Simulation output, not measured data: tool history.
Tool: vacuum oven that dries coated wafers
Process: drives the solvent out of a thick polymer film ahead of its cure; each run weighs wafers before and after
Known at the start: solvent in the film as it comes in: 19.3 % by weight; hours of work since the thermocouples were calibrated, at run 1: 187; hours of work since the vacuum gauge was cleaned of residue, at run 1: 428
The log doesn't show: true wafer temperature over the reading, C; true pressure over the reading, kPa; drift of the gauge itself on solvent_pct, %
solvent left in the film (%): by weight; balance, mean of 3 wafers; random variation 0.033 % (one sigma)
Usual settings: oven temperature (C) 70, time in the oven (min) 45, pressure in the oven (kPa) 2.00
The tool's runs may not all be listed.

run,hour,oven temperature (C),time in the oven (min),pressure in the oven (kPa),hours of work since the thermocouples were calibrated,hours of work since the vacuum gauge was cleaned of residue,solvent left in the film (%)
1,0.0,70,45,2.00,187,428,2.91
2,11.1,70,45,2.00,191,433,2.84
3,21.0,70,45,1.45,195,437,2.66
4,29.1,70,45,1.45,198,440,2.70
5,39.3,70,45,1.45,202,444,2.66
6,49.8,70,45,1.45,206,448,2.66
7,58.8,70,45,1.45,210,452,2.63
8,69.0,70,45,1.45,214,456,2.66
9,78.8,70,67,1.45,218,460,1.43
10,85.6,70,27,1.45,221,462,5.14
11,94.1,70,27,1.45,224,466,5.20
12,101.0,70,27,1.45,227,469,5.13
13,108.3,70,27,1.45,230,472,5.16
14,114.9,70,27,1.45,232,474,5.15
15,123.1,70,45,2.00,236,477,2.92
16,135.0,70,45,2.00,241,482,2.89
17,143.7,70,45,2.00,244,486,2.93
18,154.8,70,45,2.00,248,490,2.95
19,160.9,70,22,2.00,251,493,6.53
20,170.9,70,45,7.23,255,497,4.93
21,178.9,67,23,1.02,258,500,6.65
22,186.2,67,23,1.02,261,503,6.71
23,197.9,65,34,7.21,266,507,7.70
24,207.2,75,45,1.80,269,511,1.96
25,219.6,75,35,2.74,274,516,3.12
26,227.9,75,35,2.74,278,519,3.14
27,238.4,79,67,1.16,282,524,0.58
28,251.2,79,67,1.16,287,529,0.58
29,258.3,56,30,1.16,290,532,8.39
30,266.6,56,30,1.16,293,535,8.34
31,274.3,56,30,1.61,296,538,8.53
32,280.2,56,63,3.01,299,540,5.64
33,289.5,56,63,3.01,302,544,5.73
34,299.9,56,63,3.01,307,548,5.72
35,310.5,58,45,1.97,311,552,6.05
36,322.2,77,45,1.53,315,557,1.57
37,330.6,56,39,1.19,319,561,6.94

Hidden state or all else? Some run-to-run changes of solvent left in the film (%), split into what the settings, what came in and random variation would give without the hidden state, and what is left for the hidden state (with any gauge scatter that isn't in both results):
Run 23 -> 24: oven temperature (C) 65 -> 75, time in the oven (min) 34 -> 45, pressure in the oven (kPa) 7.21 -> 1.80. solvent left in the film (%) -5.74: hidden state -0.10, all else -5.64.
Run 28 -> 29: oven temperature (C) 79 -> 56, time in the oven (min) 67 -> 30. solvent left in the film (%) +7.81: hidden state +0.16, all else +7.65.
Run 35 -> 36: oven temperature (C) 58 -> 77, pressure in the oven (kPa) 1.97 -> 1.53. solvent left in the film (%) -4.48: hidden state -0.13, all else -4.35.
Run 36 -> 37: oven temperature (C) 77 -> 56, time in the oven (min) 45 -> 39, pressure in the oven (kPa) 1.53 -> 1.19. solvent left in the film (%) +5.37: hidden state +0.13, all else +5.24.
